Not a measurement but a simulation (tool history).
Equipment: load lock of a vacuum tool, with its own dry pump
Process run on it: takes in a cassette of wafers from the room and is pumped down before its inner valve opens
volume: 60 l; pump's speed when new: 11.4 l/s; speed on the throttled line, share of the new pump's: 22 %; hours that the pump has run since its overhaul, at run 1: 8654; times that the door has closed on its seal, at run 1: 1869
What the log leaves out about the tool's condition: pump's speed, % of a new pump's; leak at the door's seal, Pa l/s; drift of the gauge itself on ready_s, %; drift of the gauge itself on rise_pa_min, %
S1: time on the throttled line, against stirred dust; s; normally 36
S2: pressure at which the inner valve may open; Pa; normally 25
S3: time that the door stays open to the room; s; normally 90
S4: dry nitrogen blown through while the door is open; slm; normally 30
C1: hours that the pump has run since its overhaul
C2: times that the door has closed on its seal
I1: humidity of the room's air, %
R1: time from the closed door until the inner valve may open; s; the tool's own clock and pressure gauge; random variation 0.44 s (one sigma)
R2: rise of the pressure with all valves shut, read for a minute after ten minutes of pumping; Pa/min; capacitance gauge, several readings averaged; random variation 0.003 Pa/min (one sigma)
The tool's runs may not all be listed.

{"run": 1, "hour": 0.0, "S1": 36, "S2": 25, "S3": 90, "S4": 30, "C1": 8654, "C2": 1869, "I1": 43.2, "R1": 72.4, "R2": 0.021}
{"run": 2, "hour": 93.5, "S1": 36, "S2": 19, "S3": 90, "S4": 30, "C1": 8747, "C2": 1975, "I1": 46.6, "R1": 74.4, "R2": 0.026}
{"run": 3, "hour": 190.3, "S1": 36, "S2": 19, "S3": 90, "S4": 30, "C1": 8844, "C2": 2086, "I1": 40.7, "R1": 73.5, "R2": 0.017}
{"run": 4, "hour": 317.6, "S1": 36, "S2": 19, "S3": 90, "S4": 30, "C1": 8972, "C2": 2231, "I1": 42.1, "R1": 73.2, "R2": 0.026}
{"run": 5, "hour": 458.0, "S1": 36, "S2": 25, "S3": 33, "S4": 30, "C1": 9112, "C2": 2391, "I1": 43.9, "R1": 72.9, "R2": 0.013}
{"run": 6, "hour": 601.1, "S1": 19, "S2": 25, "S3": 193, "S4": 30, "C1": 9255, "C2": 2555, "I1": 45.1, "R1": 59.2, "R2": 0.042}
{"run": 7, "hour": 679.6, "S1": 19, "S2": 25, "S3": 193, "S4": 30, "C1": 9334, "C2": 2644, "I1": 44.8, "R1": 59.8, "R2": 0.044}
{"run": 8, "hour": 750.5, "S1": 21, "S2": 19, "S3": 186, "S4": 5, "C1": 9404, "C2": 2725, "I1": 43.4, "R1": 62.3, "R2": 0.078}
{"run": 9, "hour": 894.4, "S1": 21, "S2": 19, "S3": 105, "S4": 9, "C1": 9548, "C2": 2889, "I1": 44.2, "R1": 62.4, "R2": 0.055}
{"run": 10, "hour": 990.6, "S1": 21, "S2": 19, "S3": 105, "S4": 9, "C1": 9645, "C2": 2999, "I1": 45.1, "R1": 61.5, "R2": 0.055}

Branching from run 10: 4 alternative next runs. What would each branch give?
{"run": "A", "hour": 1133.1, "S1": 21, "S2": 19, "S3": 184, "S4": 9, "C1": 9787, "C2": 3162, "I1": 46.1, "R1": "?", "R2": "?"}
{"run": "B", "hour": 1133.1, "S1": 21, "S2": 26, "S3": 105, "S4": 9, "C1": 9787, "C2": 3162, "I1": 47.6, "R1": "?", "R2": "?"}
{"run": "C", "hour": 1133.1, "S1": 21, "S2": 30, "S3": 105, "S4": 9, "C1": 9787, "C2": 3162, "I1": 41.5, "R1": "?", "R2": "?"}
{"run": "D", "hour": 1133.1, "S1": 20, "S2": 35, "S3": 162, "S4": 9, "C1": 9787, "C2": 3162, "I1": 47.6, "R1": "?", "R2": "?"}

run=A R1=62 R2=0.074
run=B R1=60.1 R2=0.059
run=C R1=59.8 R2=0.043
run=D R1=57.2 R2=0.071
Stripped of hidden state, with their random variation kept, the same runs would have yielded:
run=A R1=62 R2=0.074
run=B R1=60.1 R2=0.059
run=C R1=59.8 R2=0.043
run=D R1=57.2 R2=0.071

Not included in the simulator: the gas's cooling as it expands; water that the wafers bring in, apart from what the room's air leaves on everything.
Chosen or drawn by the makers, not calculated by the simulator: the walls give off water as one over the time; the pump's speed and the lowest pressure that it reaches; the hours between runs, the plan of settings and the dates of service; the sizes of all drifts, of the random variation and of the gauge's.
